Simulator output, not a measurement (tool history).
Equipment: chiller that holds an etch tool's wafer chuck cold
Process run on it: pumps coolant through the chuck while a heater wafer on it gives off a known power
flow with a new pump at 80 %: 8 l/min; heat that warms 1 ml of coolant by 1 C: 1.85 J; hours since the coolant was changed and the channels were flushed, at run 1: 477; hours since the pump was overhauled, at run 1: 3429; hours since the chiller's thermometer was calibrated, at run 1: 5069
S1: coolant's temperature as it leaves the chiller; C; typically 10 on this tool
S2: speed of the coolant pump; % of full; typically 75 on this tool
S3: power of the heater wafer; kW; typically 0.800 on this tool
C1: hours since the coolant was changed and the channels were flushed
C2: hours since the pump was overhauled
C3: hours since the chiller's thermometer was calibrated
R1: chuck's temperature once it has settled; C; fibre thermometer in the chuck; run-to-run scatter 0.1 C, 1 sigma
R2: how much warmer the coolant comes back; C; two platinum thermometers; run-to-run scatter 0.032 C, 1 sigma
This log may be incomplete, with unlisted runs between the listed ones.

run	hour	S1	S2	S3	C1	C2	C3	R1	R2
1	0.0	10	75	0.800	477	3429	5069	17.0	3.71
2	115.5	10	75	0.800	592	3544	5184	17.2	3.66
3	241.0	10	75	0.800	718	3670	5310	17.2	3.65
4	376.0	10	75	0.800	853	3805	5445	17.4	3.66
5	452.3	10	75	0.800	929	3881	5521	17.3	3.71
6	590.6	9	75	0.800	1067	4019	5660	16.3	3.70
7	678.4	10	86	0.545	1155	4107	5747	14.8	2.23
8	740.1	1	86	0.577	1217	4169	5809	6.0	2.30
9	809.8	1	86	0.577	1286	4238	5879	6.1	2.35

Run 10 is up next; what results do you expect?
# hour 872.9: chiller's thermometer calibrated
10	940.2	16	86	0.420	1416	4368	67	?	?

{"run 10": {"R1": 19.2, "R2": 1.73}}
Take away the tool's hidden state, keep the run-to-run variation as it was, and the same run would have given R1 18.8 C, R2 1.60 C.

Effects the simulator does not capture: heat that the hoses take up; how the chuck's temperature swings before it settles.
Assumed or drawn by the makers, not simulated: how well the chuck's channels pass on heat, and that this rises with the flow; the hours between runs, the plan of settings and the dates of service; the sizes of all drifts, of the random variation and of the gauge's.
